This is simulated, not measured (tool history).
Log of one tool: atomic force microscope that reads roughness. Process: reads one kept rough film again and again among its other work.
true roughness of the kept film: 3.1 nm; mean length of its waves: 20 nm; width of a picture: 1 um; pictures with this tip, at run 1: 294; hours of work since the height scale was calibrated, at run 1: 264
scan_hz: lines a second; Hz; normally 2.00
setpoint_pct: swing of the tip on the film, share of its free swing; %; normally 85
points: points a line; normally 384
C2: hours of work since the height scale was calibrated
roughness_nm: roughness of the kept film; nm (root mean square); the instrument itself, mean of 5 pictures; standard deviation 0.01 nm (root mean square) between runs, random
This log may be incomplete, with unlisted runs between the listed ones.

run 1 hour=0.0 | scan_hz=2.00 setpoint_pct=85 points=384 | pictures_with_this_tip=294 C2=264 | roughness_nm=1.977
-- hour=12.1 new tip fitted
run 2 hour=12.1 | scan_hz=2.00 setpoint_pct=56 points=384 | pictures_with_this_tip=0 C2=272 | roughness_nm=2.421
run 3 hour=26.0 | scan_hz=2.00 setpoint_pct=56 points=384 | pictures_with_this_tip=25 C2=282 | roughness_nm=2.372
run 4 hour=40.2 | scan_hz=2.00 setpoint_pct=56 points=384 | pictures_with_this_tip=51 C2=293 | roughness_nm=2.371
run 5 hour=49.9 | scan_hz=2.00 setpoint_pct=56 points=384 | pictures_with_this_tip=69 C2=300 | roughness_nm=2.347
run 6 hour=61.4 | scan_hz=2.00 setpoint_pct=61 points=384 | pictures_with_this_tip=90 C2=308 | roughness_nm=2.302
run 7 hour=75.4 | scan_hz=2.00 setpoint_pct=72 points=384 | pictures_with_this_tip=115 C2=318 | roughness_nm=2.219
run 8 hour=85.2 | scan_hz=2.00 setpoint_pct=72 points=384 | pictures_with_this_tip=133 C2=326 | roughness_nm=2.200
run 9 hour=91.2 | scan_hz=2.00 setpoint_pct=72 points=384 | pictures_with_this_tip=144 C2=330 | roughness_nm=2.194
run 10 hour=97.9 | scan_hz=2.00 setpoint_pct=72 points=384 | pictures_with_this_tip=156 C2=335 | roughness_nm=2.167
run 11 hour=112.1 | scan_hz=2.00 setpoint_pct=85 points=384 | pictures_with_this_tip=182 C2=345 | roughness_nm=2.080
run 12 hour=120.1 | scan_hz=2.00 setpoint_pct=85 points=384 | pictures_with_this_tip=197 C2=351 | roughness_nm=2.051
run 13 hour=126.1 | scan_hz=2.00 setpoint_pct=85 points=384 | pictures_with_this_tip=208 C2=355 | roughness_nm=2.036
run 14 hour=132.3 | scan_hz=2.00 setpoint_pct=85 points=384 | pictures_with_this_tip=219 C2=360 | roughness_nm=2.022
run 15 hour=138.4 | scan_hz=2.00 setpoint_pct=60 points=384 | pictures_with_this_tip=230 C2=364 | roughness_nm=2.130
run 16 hour=150.3 | scan_hz=2.00 setpoint_pct=85 points=384 | pictures_with_this_tip=252 C2=373 | roughness_nm=1.980
run 17 hour=162.8 | scan_hz=2.00 setpoint_pct=85 points=384 | pictures_with_this_tip=275 C2=382 | roughness_nm=1.963
run 18 hour=173.4 | scan_hz=2.00 setpoint_pct=85 points=384 | pictures_with_this_tip=294 C2=390 | roughness_nm=1.944
run 19 hour=183.1 | scan_hz=2.00 setpoint_pct=85 points=384 | pictures_with_this_tip=312 C2=397 | roughness_nm=1.920
-- hour=185.1 new tip fitted
run 20 hour=189.8 | scan_hz=2.00 setpoint_pct=85 points=384 | pictures_with_this_tip=8 C2=402 | roughness_nm=2.244
run 21 hour=203.2 | scan_hz=2.00 setpoint_pct=85 points=384 | pictures_with_this_tip=33 C2=411 | roughness_nm=2.245
run 22 hour=214.1 | scan_hz=2.00 setpoint_pct=85 points=384 | pictures_with_this_tip=53 C2=419 | roughness_nm=2.204
run 23 hour=225.0 | scan_hz=2.00 setpoint_pct=85 points=384 | pictures_with_this_tip=73 C2=427 | roughness_nm=2.192
run 24 hour=231.0 | scan_hz=2.00 setpoint_pct=85 points=384 | pictures_with_this_tip=84 C2=432 | roughness_nm=2.158
run 25 hour=239.9 | scan_hz=2.00 setpoint_pct=85 points=384 | pictures_with_this_tip=100 C2=438 | roughness_nm=2.137
run 26 hour=251.9 | scan_hz=2.00 setpoint_pct=85 points=384 | pictures_with_this_tip=122 C2=447 | roughness_nm=2.124
run 27 hour=258.9 | scan_hz=2.00 setpoint_pct=85 points=384 | pictures_with_this_tip=135 C2=452 | roughness_nm=2.102
run 28 hour=270.3 | scan_hz=2.00 setpoint_pct=85 points=384 | pictures_with_this_tip=155 C2=460 | roughness_nm=2.091
run 29 hour=282.2 | scan_hz=3.68 setpoint_pct=86 points=309 | pictures_with_this_tip=177 C2=469 | roughness_nm=1.886
-- hour=283.8 height scale calibrated on a step standard
run 30 hour=291.5 | scan_hz=3.68 setpoint_pct=63 points=335 | pictures_with_this_tip=192 C2=6 | roughness_nm=2.109
run 31 hour=303.8 | scan_hz=2.71 setpoint_pct=89 points=307 | pictures_with_this_tip=215 C2=15 | roughness_nm=1.907
run 32 hour=311.8 | scan_hz=2.71 setpoint_pct=89 points=307 | pictures_with_this_tip=229 C2=20 | roughness_nm=1.887

Expected results for the next run?
run 33 hour=324.0 | scan_hz=2.71 setpoint_pct=89 points=307 | pictures_with_this_tip=252 C2=29 | roughness_nm=?

Run 33 produced roughness_nm 1.874 nm (root mean square).
Had the tool carried no hidden state, the very same run would have given roughness_nm 2.191 nm (root mean square).
